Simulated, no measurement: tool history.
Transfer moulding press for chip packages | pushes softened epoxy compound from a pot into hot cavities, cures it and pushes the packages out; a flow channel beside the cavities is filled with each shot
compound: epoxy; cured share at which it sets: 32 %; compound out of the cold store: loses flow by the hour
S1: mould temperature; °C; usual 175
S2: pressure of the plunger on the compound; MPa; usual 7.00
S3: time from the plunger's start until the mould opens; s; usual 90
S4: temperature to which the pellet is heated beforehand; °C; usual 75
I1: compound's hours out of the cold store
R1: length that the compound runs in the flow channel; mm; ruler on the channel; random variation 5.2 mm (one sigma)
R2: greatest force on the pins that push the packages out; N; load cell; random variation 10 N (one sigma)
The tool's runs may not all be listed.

| run | hour | S1 | S2 | S3 | S4 | I1 | R1 | R2 |
|---|---|---|---|---|---|---|---|---|
| 1 | 0.0 | 175 | 7.00 | 90 | 75 | 30.1 | 464 | 582 |
|  | 20.8 | cavities cleaned with cleaning compound and waxed |
| 2 | 31.2 | 175 | 7.00 | 90 | 75 | 18.3 | 501 | 517 |
|  | 41.0 | plunger's sealing rings changed |
| 3 | 55.0 | 175 | 7.00 | 90 | 75 | 26.4 | 538 | 559 |
|  | 76.8 | cavities cleaned with cleaning compound and waxed |
| 4 | 86.9 | 175 | 7.00 | 90 | 75 | 22.2 | 542 | 529 |
| 5 | 102.7 | 176 | 7.00 | 90 | 75 | 23.9 | 532 | 533 |
| 6 | 115.4 | 175 | 7.00 | 90 | 75 | 38.0 | 486 | 564 |
|  | 129.2 | cavities cleaned with cleaning compound and waxed |
| 7 | 144.4 | 175 | 7.00 | 90 | 75 | 30.4 | 512 | 522 |
| 8 | 171.0 | 175 | 7.00 | 90 | 75 | 44.0 | 463 | 576 |
|  | 182.6 | cavities cleaned with cleaning compound and waxed |
| 9 | 191.7 | 175 | 7.00 | 90 | 75 | 25.7 | 518 | 510 |
| 10 | 209.5 | 175 | 7.00 | 90 | 75 | 33.9 | 500 | 542 |
|  | 235.1 | cavities cleaned with cleaning compound and waxed |
| 11 | 236.3 | 175 | 7.00 | 90 | 75 | 26.1 | 517 | 490 |
| 12 | 264.3 | 175 | 7.00 | 90 | 75 | 28.3 | 504 | 565 |
|  | 287.5 | cavities cleaned with cleaning compound and waxed |
| 13 | 291.0 | 175 | 7.00 | 90 | 75 | 47.9 | 430 | 476 |
| 14 | 304.5 | 175 | 7.00 | 90 | 75 | 25.9 | 506 | 520 |
|  | 308.3 | mould's thermocouples calibrated |
| 15 | 322.1 | 175 | 8.14 | 85 | 70 | 45.1 | 469 | 600 |
|  | 344.1 | cavities cleaned with cleaning compound and waxed |
| 16 | 344.1 | 176 | 7.00 | 90 | 75 | 23.7 | 509 | 483 |
| 17 | 366.6 | 174 | 7.00 | 81 | 75 | 24.2 | 501 | 708 |
| 18 | 386.9 | 180 | 7.00 | 90 | 75 | 46.0 | 425 | 517 |
|  | 396.7 | cavities cleaned with cleaning compound and waxed |
| 19 | 411.4 | 180 | 8.57 | 74 | 75 | 33.9 | 513 | 601 |
|  | 420.3 | mould's thermocouples calibrated, once more |
| 20 | 442.7 | 178 | 5.84 | 75 | 77 | 35.2 | 408 | 693 |
|  | 452.2 | cavities cleaned with cleaning compound and waxed |
| 21 | 471.2 | 179 | 5.84 | 75 | 82 | 24.5 | 448 | 632 |
| 22 | 494.9 | 170 | 7.00 | 90 | 74 | 47.9 | 418 | 723 |
|  | 506.3 | cavities cleaned with cleaning compound and waxed |
| 23 | 517.5 | 175 | 6.54 | 100 | 71 | 47.8 | 387 | 453 |
| 24 | 545.2 | 175 | 6.54 | 100 | 66 | 18.6 | 476 | 532 |
|  | 558.2 | plunger's sealing rings changed |
|  | 561.0 | cavities cleaned with cleaning compound and waxed |
| 25 | 561.9 | 179 | 8.10 | 79 | 82 | 15.1 | 637 | 492 |
| 26 | 580.0 | 179 | 8.10 | 79 | 82 | 10.9 | 641 | 580 |
| 27 | 596.0 | 179 | 8.10 | 79 | 82 | 45.9 | 487 | 561 |
|  | 614.2 | cavities cleaned with cleaning compound and waxed |
| 28 | 625.5 | 167 | 7.00 | 108 | 75 | 12.7 | 589 | 555 |

Some steps in R1 between neighbouring runs. How much of each would the tool show without its hidden state too (settings, what came in, random variation), and how much is left for the hidden state, with any gauge scatter that isn't in both results?
The hidden state here: true mould temperature over the reading, C; pressure that reaches the compound, % of what is set; grip of the stained cavities, % over clean ones'; drift of the gauge itself on flow_mm, %; drift of the gauge itself on push_out_n, %.
Run 2 -> 3: plunger's sealing rings changed. R1 +37 mm: hidden state +74, all else -37.
Run 24 -> 25: S1 175 -> 179, S2 6.54 -> 8.10, S3 100 -> 79, S4 66 -> 82, plunger's sealing rings changed, cavities cleaned with cleaning compound and waxed. R1 +161 mm: hidden state +76, all else +85.
Run 26 -> 27: no setting changed, nothing entered. R1 -154 mm: hidden state -2, all else -152.
